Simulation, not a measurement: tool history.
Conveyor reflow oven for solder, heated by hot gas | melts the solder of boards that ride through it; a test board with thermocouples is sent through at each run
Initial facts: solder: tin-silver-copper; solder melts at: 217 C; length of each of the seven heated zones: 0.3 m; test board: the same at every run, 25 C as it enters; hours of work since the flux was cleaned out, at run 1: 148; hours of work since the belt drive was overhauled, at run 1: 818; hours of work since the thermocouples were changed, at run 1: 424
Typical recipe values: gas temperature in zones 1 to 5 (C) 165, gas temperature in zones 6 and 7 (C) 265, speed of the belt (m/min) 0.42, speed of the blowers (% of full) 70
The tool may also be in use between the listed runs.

| run | day | gas temperature in zones 1 to 5 (C) | gas temperature in zones 6 and 7 (C) | speed of the belt (m/min) | speed of the blowers (% of full) | hours of work since the flux was cleaned out | hours of work since the belt drive was overhauled | hours of work since the thermocouples were changed | highest temperature of the board (C) | time above the solder's melting point (s) |
|---|---|---|---|---|---|---|---|---|---|---|
| 1 | 0 | 165 | 265 | 0.42 | 70 | 148 | 818 | 424 | 253.5 | 64.6 |
| 2 | 1.071 | 165 | 265 | 0.42 | 70 | 163 | 834 | 439 | 253.7 | 64.6 |
| 3 | 1.658 | 165 | 265 | 0.41 | 70 | 172 | 842 | 447 | 254.2 | 67.1 |
| 4 | 2.333 | 165 | 265 | 0.41 | 70 | 181 | 852 | 457 | 254.2 | 67 |
|  | 3.204 | flux residue cleaned out of gas plates and filters |
| 5 | 3.742 | 165 | 265 | 0.41 | 70 | 8 | 869 | 474 | 254.5 | 68.1 |
| 6 | 4.812 | 165 | 268 | 0.41 | 70 | 23 | 884 | 489 | 257.4 | 69.7 |
|  | 5.083 | belt drive overhauled, speed set with a stopwatch |
| 7 | 6.171 | 165 | 265 | 0.42 | 70 | 40 | 15 | 506 | 254.3 | 66.2 |
| 8 | 7.425 | 175 | 265 | 0.397 | 78 | 58 | 33 | 524 | 257.8 | 77.6 |
| 9 | 8.171 | 167 | 265 | 0.344 | 78 | 68 | 44 | 535 | 259.7 | 89.7 |
| 10 | 9.262 | 167 | 265 | 0.344 | 78 | 84 | 59 | 550 | 259.7 | 89.5 |
| 11 | 9.858 | 150 | 265 | 0.42 | 70 | 92 | 68 | 559 | 252.2 | 60.1 |
|  | 10.533 | belt drive overhauled, speed set with a stopwatch, once more |
| 12 | 10.583 | 150 | 265 | 0.42 | 70 | 100 | 1 | 567 | 250.4 | 56.2 |
| 13 | 11.567 | 174 | 256 | 0.42 | 70 | 114 | 15 | 581 | 246.5 | 60.5 |
| 14 | 12.233 | 175 | 256 | 0.411 | 70 | 124 | 24 | 590 | 247.1 | 63 |

Consider 5 possible next runs. They are alternatives, not a sequence: every one starts from the tool as it was left by run 14. What does each give?
| A | 13.425 | 176 | 277 | 0.42 | 54 | 141 | 41 | 607 | ? | ? |
| B | 13.425 | 154 | 256 | 0.423 | 70 | 141 | 41 | 607 | ? | ? |
| C | 13.425 | 165 | 274 | 0.385 | 70 | 141 | 41 | 607 | ? | ? |
| D | 13.425 | 160 | 256 | 0.395 | 68 | 141 | 41 | 607 | ? | ? |
| E | 13.425 | 175 | 270 | 0.411 | 65 | 141 | 41 | 607 | ? | ? |

| run | highest temperature of the board (C) | time above the solder's melting point (s) |
|---|---|---|
| A | 263.4 | 72.9 |
| B | 243.4 | 49.6 |
| C | 264 | 77.1 |
| D | 246.1 | 59.1 |
| E | 259 | 72.3 |
Without the tool's unlogged condition, the same runs would have read:
| run | highest temperature of the board (C) | time above the solder's melting point (s) |
|---|---|---|
| A | 262.1 | 72.2 |
| B | 242.1 | 48.7 |
| C | 262.7 | 76.4 |
| D | 244.8 | 58.1 |
| E | 257.7 | 71.5 |
